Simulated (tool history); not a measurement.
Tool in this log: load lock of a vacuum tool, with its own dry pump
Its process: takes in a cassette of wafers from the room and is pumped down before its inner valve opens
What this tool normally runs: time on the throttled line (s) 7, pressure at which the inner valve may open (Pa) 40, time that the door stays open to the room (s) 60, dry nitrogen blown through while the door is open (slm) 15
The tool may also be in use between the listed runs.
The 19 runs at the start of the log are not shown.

| run | hour | time on the throttled line (s) | pressure at which the inner valve may open (Pa) | time that the door stays open to the room (s) | dry nitrogen blown through while the door is open (slm) | hours that the pump has run since its overhaul | times that the door has closed on its seal | incoming humidity of the room's air, % | time from the closed door until the inner valve may open (s) | rise of the pressure with all valves shut (Pa/min) |
|---|---|---|---|---|---|---|---|---|---|---|
| 20 | 1319.3 | 7 | 37 | 102 | 41 | 1453 | 17093 | 44.2 | 14.8 | 0.095 |
| 21 | 1411.1 | 5 | 42 | 128 | 15 | 1545 | 17251 | 41.8 | 13.2 | 0.122 |
| 22 | 1457.2 | 5 | 42 | 128 | 15 | 1591 | 17330 | 39.7 | 13.2 | 0.119 |
| 23 | 1502.3 | 4 | 42 | 128 | 14 | 1636 | 17408 | 47.1 | 12.4 | 0.128 |
| 24 | 1549.5 | 4 | 49 | 128 | 14 | 1683 | 17489 | 42.8 | 11.8 | 0.123 |
| 25 | 1626.7 | 11 | 36 | 61 | 4 | 1761 | 17621 | 46.5 | 18.1 | 0.128 |
| 26 | 1712.4 | 7 | 43 | 112 | 15 | 1846 | 17769 | 47.6 | 14.5 | 0.125 |
| 27 | 1754.9 | 6 | 76 | 95 | 39 | 1889 | 17842 | 43.6 | 12.8 | 0.091 |
| 28 | 1827.1 | 11 | 40 | 234 | 15 | 1961 | 17966 | 41.1 | 17.7 | 0.135 |
| 29 | 1882.3 | 8 | 56 | 111 | 29 | 2016 | 18061 | 43.1 | 15.1 | 0.111 |
| 30 | 1930.7 | 9 | 56 | 111 | 7 | 2065 | 18144 | 41.8 | 16.1 | 0.142 |
| 31 | 2004.3 | 5 | 80 | 60 | 41 | 2138 | 18271 | 47.3 | 12.3 | 0.105 |
| 32 | 2099.5 | 7 | 40 | 123 | 6 | 2233 | 18434 | 50.2 | 14.9 | 0.152 |
| 33 | 2149.2 | 12 | 62 | 34 | 15 | 2283 | 18520 | 43.4 | 17.3 | 0.108 |
| 34 | 2236.1 | 6 | 29 | 167 | 8 | 2370 | 18669 | 45.4 | 14.7 | 0.162 |
| 35 | 2280.4 | 5 | 42 | 103 | 32 | 2414 | 18745 | 42.9 | 13.1 | 0.117 |
| 36 | 2372.9 | 5 | 42 | 103 | 32 | 2507 | 18904 | 42.8 | 13 | 0.107 |
| 37 | 2450.4 | 5 | 33 | 103 | 32 | 2584 | 19038 | 48.2 | 13.6 | 0.109 |

4 ways to go on from here, each from the tool as it stands after run 37. What would each give?
| A | 2544 | 10 | 33 | 27 | 38 | 2678 | 19198 | 47.6 | ? | ? |
| B | 2544 | 5 | 44 | 103 | 32 | 2678 | 19198 | 43.5 | ? | ? |
| C | 2544 | 7 | 40 | 32 | 7 | 2678 | 19198 | 47.5 | ? | ? |
| D | 2544 | 7 | 37 | 65 | 18 | 2678 | 19198 | 42.7 | ? | ? |

| run | time from the closed door until the inner valve may open (s) | rise of the pressure with all valves shut (Pa/min) |
|---|---|---|
| A | 17.3 | 0.097 |
| B | 13.2 | 0.112 |
| C | 15.1 | 0.109 |
| D | 15 | 0.115 |
Without the tool's unlogged condition, the same runs would have read:
| run | time from the closed door until the inner valve may open (s) | rise of the pressure with all valves shut (Pa/min) |
|---|---|---|
| A | 17.1 | 0.014 |
| B | 13 | 0.029 |
| C | 14.9 | 0.027 |
| D | 14.8 | 0.032 |
